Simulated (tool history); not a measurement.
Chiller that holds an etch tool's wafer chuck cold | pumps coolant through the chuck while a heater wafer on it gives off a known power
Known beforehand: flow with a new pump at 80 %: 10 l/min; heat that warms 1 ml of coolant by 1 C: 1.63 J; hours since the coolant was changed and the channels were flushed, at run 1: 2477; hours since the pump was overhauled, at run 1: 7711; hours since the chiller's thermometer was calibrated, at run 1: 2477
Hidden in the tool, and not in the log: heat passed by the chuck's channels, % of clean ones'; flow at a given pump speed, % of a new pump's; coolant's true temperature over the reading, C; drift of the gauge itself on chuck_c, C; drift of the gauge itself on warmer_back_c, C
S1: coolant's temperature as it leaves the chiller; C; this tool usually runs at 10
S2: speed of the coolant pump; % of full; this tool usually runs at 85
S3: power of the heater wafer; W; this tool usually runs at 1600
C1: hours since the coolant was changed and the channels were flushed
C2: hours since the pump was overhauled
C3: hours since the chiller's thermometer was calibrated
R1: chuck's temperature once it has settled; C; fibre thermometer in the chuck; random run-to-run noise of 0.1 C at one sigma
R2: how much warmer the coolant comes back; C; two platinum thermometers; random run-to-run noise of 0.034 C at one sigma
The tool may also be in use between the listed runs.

run	hour	S1	S2	S3	C1	C2	C3	R1	R2
1	0	10	85	1600	2477	7711	2477	22.9	6.95
2	95.3	10	92	1600	2572	7806	2572	22.2	6.42
3	235.3	10	85	1600	2712	7946	2712	23	6.93
4	457.8	10	85	1600	2935	8168	2935	23	6.91
5	568.2	10	85	1600	3045	8279	3045	23.1	7
6	754.3	2	85	1600	3231	8465	3231	15.3	7.1
7	958.6	10	96	1600	3436	8669	3436	22.2	6.25
8	1095.2	15	85	1600	3572	8806	3572	28.6	7.15
9	1251.2	15	85	1600	3728	8962	3728	28.7	7.13
10	1379.3	15	85	1600	3856	9090	3856	28.6	7.26
11	1559.5	15	85	1600	4037	9270	4037	28.7	7.25
12	1657.5	15	85	1600	4135	9368	4135	28.8	7.26
13	1753.9	15	85	1600	4231	9464	4231	28.9	7.23
14	1882.3	15	85	1600	4359	9593	4359	29	7.29
15	2064.8	15	85	1600	4542	9775	4542	29.2	7.39
16	2266	10	91	1600	4743	9977	4743	23.5	6.95
# hour 2445.9: coolant pump overhauled
17	2479.2	10	91	1600	4951	33	4951	20.8	5.21
# hour 2524.9: coolant changed, channels flushed
# hour 2552.4: chiller's thermometer calibrated
18	2668.2	8	93	1600	142	215	116	17	5.16
19	2787.2	8	93	1600	261	334	235	16.9	5.18
20	2922	13	63	1037	396	469	370	20.6	4.84
# hour 3129.2: chiller's thermometer calibrated, once more
21	3136.7	2	63	1787	610	683	7	17.2	8.37
22	3227.1	2	63	1154	700	773	98	11.8	5.47
23	3446	2	63	1154	919	992	317	11.8	5.46
24	3657.3	2	63	1613	1130	1203	528	15.9	7.66
25	3781.5	11	67	2158	1255	1328	652	28.9	9.64
26	3948.7	1	98	1331	1422	1495	820	9.4	4.18
27	4054.7	6	63	940	1528	1601	925	14.2	4.54
28	4266.8	3	97	1342	1740	1813	1138	11.6	4.22
29	4376.5	18	72	2224	1850	1923	1247	35.9	9.53
30	4540.5	18	72	2224	2014	2087	1411	36	9.5
31	4715.4	18	72	2224	2189	2261	1586	36	9.54
32	4806.5	10	76	1780	2280	2353	1677	23.9	7.3
33	4976.7	10	76	1780	2450	2523	1847	24.1	7.39

Each row is a separate what-if for the run after 33, all from the same tool condition, not one after another. Results?
A	5097.2	13	81	1780	2570	2643	1968	?	?
B	5097.2	10	68	1780	2570	2643	1968	?	?
C	5097.2	6	94	861	2570	2643	1968	?	?

run	R1	R2
A	26.4	6.86
B	25.1	8.15
C	11.8	2.9
With no hidden state in the tool, these same runs would have given:
run	R1	R2
A	25.1	6.42
B	23.6	7.64
C	11.3	2.72
